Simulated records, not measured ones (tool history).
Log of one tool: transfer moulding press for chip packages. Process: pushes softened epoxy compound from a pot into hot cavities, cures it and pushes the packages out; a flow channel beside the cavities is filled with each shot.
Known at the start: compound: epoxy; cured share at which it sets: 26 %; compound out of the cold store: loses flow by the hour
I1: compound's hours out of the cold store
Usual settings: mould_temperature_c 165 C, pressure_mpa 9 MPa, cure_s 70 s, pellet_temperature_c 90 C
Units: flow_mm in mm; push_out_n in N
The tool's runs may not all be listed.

{"run": 1, "day": 0.0, "mould_temperature_c": 165, "pressure_mpa": 9, "cure_s": 70, "pellet_temperature_c": 90, "I1": 10.8, "flow_mm": 556, "push_out_n": 478}
{"run": 2, "day": 0.704, "mould_temperature_c": 165, "pressure_mpa": 9, "cure_s": 70, "pellet_temperature_c": 90, "I1": 39.1, "flow_mm": 452, "push_out_n": 541}
{"run": 3, "day": 1.271, "mould_temperature_c": 165, "pressure_mpa": 9, "cure_s": 70, "pellet_temperature_c": 90, "I1": 20.3, "flow_mm": 521, "push_out_n": 349}
{"run": 4, "day": 2.0, "mould_temperature_c": 165, "pressure_mpa": 9, "cure_s": 70, "pellet_temperature_c": 90, "I1": 35.4, "flow_mm": 456, "push_out_n": 490}
{"run": 5, "day": 2.629, "mould_temperature_c": 162, "pressure_mpa": 9, "cure_s": 70, "pellet_temperature_c": 90, "I1": 25.9, "flow_mm": 496, "push_out_n": 678}
{"run": 6, "day": 3.104, "mould_temperature_c": 162, "pressure_mpa": 9, "cure_s": 70, "pellet_temperature_c": 90, "I1": 20.4, "flow_mm": 516, "push_out_n": 503}
{"run": 7, "day": 3.821, "mould_temperature_c": 162, "pressure_mpa": 9, "cure_s": 70, "pellet_temperature_c": 90, "I1": 26.4, "flow_mm": 489, "push_out_n": 627}
{"run": 8, "day": 4.842, "mould_temperature_c": 162, "pressure_mpa": 9, "cure_s": 70, "pellet_temperature_c": 90, "I1": 46, "flow_mm": 444, "push_out_n": 458}
{"run": 9, "day": 5.5, "mould_temperature_c": 162, "pressure_mpa": 9, "cure_s": 70, "pellet_temperature_c": 90, "I1": 13.5, "flow_mm": 562, "push_out_n": 652}
{"run": 10, "day": 6.158, "mould_temperature_c": 171, "pressure_mpa": 7.7, "cure_s": 70, "pellet_temperature_c": 90, "I1": 10.8, "flow_mm": 507, "push_out_n": 499}
{"run": 11, "day": 7.054, "mould_temperature_c": 173, "pressure_mpa": 10.72, "cure_s": 83, "pellet_temperature_c": 95, "I1": 11.9, "flow_mm": 590, "push_out_n": 451}
{"run": 12, "day": 7.729, "mould_temperature_c": 170, "pressure_mpa": 9.75, "cure_s": 88, "pellet_temperature_c": 82, "I1": 21.8, "flow_mm": 531, "push_out_n": 472}
{"run": 13, "day": 8.604, "mould_temperature_c": 165, "pressure_mpa": 9, "cure_s": 79, "pellet_temperature_c": 96, "I1": 46.9, "flow_mm": 420, "push_out_n": 421}
{"run": 14, "day": 9.133, "mould_temperature_c": 165, "pressure_mpa": 9, "cure_s": 70, "pellet_temperature_c": 87, "I1": 46.8, "flow_mm": 423, "push_out_n": 559}
{"run": 15, "day": 9.996, "mould_temperature_c": 165, "pressure_mpa": 9, "cure_s": 70, "pellet_temperature_c": 87, "I1": 37.3, "flow_mm": 454, "push_out_n": 470}
{"run": 16, "day": 10.867, "mould_temperature_c": 172, "pressure_mpa": 8.35, "cure_s": 67, "pellet_temperature_c": 100, "I1": 29.6, "flow_mm": 453, "push_out_n": 474}

Not shown: 7 entries that the log had between the listed runs. Between which runs, and how does the tool's hidden state differ before and after?
Between runs 2 and 3: cavities cleaned with cleaning compound and waxed (day 1.271)
  true mould temperature over the reading, C: 0.08 -> 0.1; pressure that reaches the compound, % of what is set: 95.86 -> 95.34; grip of the stained cavities, % over clean ones': 55 -> 0.7
  measured less the result without the state, flow_mm: -10 -> -12 mm; push_out_n: +190 -> +1 N
Between runs 5 and 6: cavities cleaned with cleaning compound and waxed (day 2.942)
  true mould temperature over the reading, C: 0.14 -> 0.16; pressure that reaches the compound, % of what is set: 93.88 -> 93.49; grip of the stained cavities, % over clean ones': 59.4 -> 15.6
  measured less the result without the state, flow_mm: -17 -> -18 mm; push_out_n: +247 -> +64 N
Between runs 7 and 8: cavities cleaned with cleaning compound and waxed (day 4.571); plunger's sealing rings changed (day 4.833)
  true mould temperature over the reading, C: 0.18 -> 0.21; pressure that reaches the compound, % of what is set: 92.77 -> 99.57; grip of the stained cavities, % over clean ones': 50.7 -> 16.9
  measured less the result without the state, flow_mm: -19 -> -2 mm; push_out_n: +204 -> +61 N
Between runs 10 and 11: cavities cleaned with cleaning compound and waxed (day 6.3)
  true mould temperature over the reading, C: 0.25 -> 0.29; pressure that reaches the compound, % of what is set: 98.23 -> 97.32; grip of the stained cavities, % over clean ones': 61 -> 48.5
  measured less the result without the state, flow_mm: -5 -> -9 mm; push_out_n: +188 -> +147 N
Between runs 12 and 13: cavities cleaned with cleaning compound and waxed (day 7.921)
  true mould temperature over the reading, C: 0.31 -> 0.33; pressure that reaches the compound, % of what is set: 96.59 -> 95.76; grip of the stained cavities, % over clean ones': 61 -> 43.8
  measured less the result without the state, flow_mm: -10 -> -9 mm; push_out_n: +177 -> +129 N
Between runs 14 and 15: cavities cleaned with cleaning compound and waxed (day 9.558)
  true mould temperature over the reading, C: 0.35 -> 0.38; pressure that reaches the compound, % of what is set: 95.17 -> 94.46; grip of the stained cavities, % over clean ones': 56.9 -> 33.5
  measured less the result without the state, flow_mm: -11 -> -14 mm; push_out_n: +199 -> +111 N
